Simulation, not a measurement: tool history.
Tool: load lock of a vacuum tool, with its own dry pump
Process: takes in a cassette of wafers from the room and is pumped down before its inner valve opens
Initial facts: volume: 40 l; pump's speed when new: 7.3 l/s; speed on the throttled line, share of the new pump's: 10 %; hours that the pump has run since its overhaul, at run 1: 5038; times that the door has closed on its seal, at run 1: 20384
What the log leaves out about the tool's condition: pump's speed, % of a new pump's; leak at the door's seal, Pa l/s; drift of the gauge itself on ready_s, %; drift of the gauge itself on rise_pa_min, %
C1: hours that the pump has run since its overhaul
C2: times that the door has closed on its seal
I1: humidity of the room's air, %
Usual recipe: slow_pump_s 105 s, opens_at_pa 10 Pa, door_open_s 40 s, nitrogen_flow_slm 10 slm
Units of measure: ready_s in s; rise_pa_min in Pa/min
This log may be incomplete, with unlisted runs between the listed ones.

run 1 day=0.000 | slow_pump_s=105 opens_at_pa=10 door_open_s=40 nitrogen_flow_slm=10 | C1=5038 C2=20384 | I1=47.3 | ready_s=147.2 rise_pa_min=0.135
run 2 day=21.412 | slow_pump_s=105 opens_at_pa=10 door_open_s=40 nitrogen_flow_slm=10 | C1=5552 C2=21007 | I1=44.3 | ready_s=150.3 rise_pa_min=0.140
run 3 day=38.396 | slow_pump_s=105 opens_at_pa=10 door_open_s=111 nitrogen_flow_slm=10 | C1=5960 C2=21500 | I1=45.7 | ready_s=149.1 rise_pa_min=0.156
run 4 day=49.562 | slow_pump_s=105 opens_at_pa=10 door_open_s=40 nitrogen_flow_slm=10 | C1=6228 C2=21825 | I1=45.3 | ready_s=147.6 rise_pa_min=0.151
run 5 day=67.425 | slow_pump_s=105 opens_at_pa=10 door_open_s=40 nitrogen_flow_slm=10 | C1=6656 C2=22344 | I1=48.3 | ready_s=148.6 rise_pa_min=0.159
run 6 day=86.775 | slow_pump_s=105 opens_at_pa=10 door_open_s=40 nitrogen_flow_slm=10 | C1=7121 C2=22907 | I1=45.8 | ready_s=149.6 rise_pa_min=0.162
run 7 day=113.508 | slow_pump_s=105 opens_at_pa=10 door_open_s=80 nitrogen_flow_slm=10 | C1=7762 C2=23684 | I1=43.4 | ready_s=150.8 rise_pa_min=0.172
run 8 day=130.171 | slow_pump_s=105 opens_at_pa=10 door_open_s=80 nitrogen_flow_slm=10 | C1=8162 C2=24168 | I1=46.8 | ready_s=149.2 rise_pa_min=0.179
run 9 day=142.958 | slow_pump_s=105 opens_at_pa=10 door_open_s=211 nitrogen_flow_slm=10 | C1=8469 C2=24540 | I1=47.7 | ready_s=149.7 rise_pa_min=0.203
run 10 day=169.333 | slow_pump_s=105 opens_at_pa=10 door_open_s=211 nitrogen_flow_slm=10 | C1=9102 C2=25306 | I1=46.8 | ready_s=150.6 rise_pa_min=0.211
run 11 day=186.921 | slow_pump_s=105 opens_at_pa=10 door_open_s=211 nitrogen_flow_slm=10 | C1=9524 C2=25818 | I1=42.6 | ready_s=151.6 rise_pa_min=0.216
run 12 day=203.738 | slow_pump_s=105 opens_at_pa=10 door_open_s=40 nitrogen_flow_slm=10 | C1=9928 C2=26307 | I1=42.6 | ready_s=150.1 rise_pa_min=0.191
run 13 day=229.783 | slow_pump_s=105 opens_at_pa=10 door_open_s=40 nitrogen_flow_slm=22 | C1=10553 C2=27064 | I1=39.6 | ready_s=152.8 rise_pa_min=0.193
run 14 day=255.654 | slow_pump_s=105 opens_at_pa=10 door_open_s=40 nitrogen_flow_slm=10 | C1=11174 C2=27816 | I1=46.3 | ready_s=150.8 rise_pa_min=0.203
run 15 day=281.521 | slow_pump_s=105 opens_at_pa=10 door_open_s=40 nitrogen_flow_slm=10 | C1=11795 C2=28568 | I1=46.7 | ready_s=152.2 rise_pa_min=0.222
run 16 day=301.712 | slow_pump_s=105 opens_at_pa=10 door_open_s=40 nitrogen_flow_slm=10 | C1=12279 C2=29155 | I1=49.1 | ready_s=150.3 rise_pa_min=0.226
run 17 day=317.112 | slow_pump_s=105 opens_at_pa=10 door_open_s=40 nitrogen_flow_slm=10 | C1=12649 C2=29602 | I1=46.2 | ready_s=152.4 rise_pa_min=0.233
run 18 day=343.317 | slow_pump_s=105 opens_at_pa=10 door_open_s=40 nitrogen_flow_slm=10 | C1=13278 C2=30364 | I1=44.0 | ready_s=151.5 rise_pa_min=0.246
run 19 day=355.200 | slow_pump_s=105 opens_at_pa=10 door_open_s=40 nitrogen_flow_slm=10 | C1=13563 C2=30709 | I1=45.0 | ready_s=153.6 rise_pa_min=0.245
run 20 day=380.083 | slow_pump_s=170 opens_at_pa=8 door_open_s=40 nitrogen_flow_slm=10 | C1=14160 C2=31433 | I1=44.4 | ready_s=212.4 rise_pa_min=0.257
run 21 day=405.475 | slow_pump_s=162 opens_at_pa=10 door_open_s=48 nitrogen_flow_slm=25 | C1=14770 C2=32171 | I1=43.1 | ready_s=202.1 rise_pa_min=0.258
run 22 day=420.438 | slow_pump_s=162 opens_at_pa=10 door_open_s=48 nitrogen_flow_slm=25 | C1=15129 C2=32606 | I1=47.8 | ready_s=205.5 rise_pa_min=0.262
run 23 day=431.946 | slow_pump_s=162 opens_at_pa=10 door_open_s=48 nitrogen_flow_slm=25 | C1=15405 C2=32940 | I1=41.9 | ready_s=202.5 rise_pa_min=0.266
run 24 day=447.892 | slow_pump_s=162 opens_at_pa=10 door_open_s=48 nitrogen_flow_slm=5 | C1=15788 C2=33404 | I1=44.8 | ready_s=204.7 rise_pa_min=0.290
run 25 day=464.454 | slow_pump_s=82 opens_at_pa=8 door_open_s=161 nitrogen_flow_slm=28 | C1=16185 C2=33885 | I1=42.7 | ready_s=134.2 rise_pa_min=0.283
run 26 day=490.512 | slow_pump_s=156 opens_at_pa=8 door_open_s=161 nitrogen_flow_slm=28 | C1=16811 C2=34643 | I1=45.4 | ready_s=201.9 rise_pa_min=0.300
run 27 day=508.112 | slow_pump_s=156 opens_at_pa=18 door_open_s=161 nitrogen_flow_slm=5 | C1=17233 C2=35154 | I1=45.0 | ready_s=193.0 rise_pa_min=0.326

What will run 28 give?
run 28 day=532.679 | slow_pump_s=99 opens_at_pa=10 door_open_s=87 nitrogen_flow_slm=10 | C1=17823 C2=35868 | I1=43.7 | ready_s=? rise_pa_min=?

For run 28 the tool returned ready_s 150.4 s, rise_pa_min 0.323 Pa/min.
Without the tool's hidden state the same run would have given ready_s 141.2 s, rise_pa_min 0.027 Pa/min.
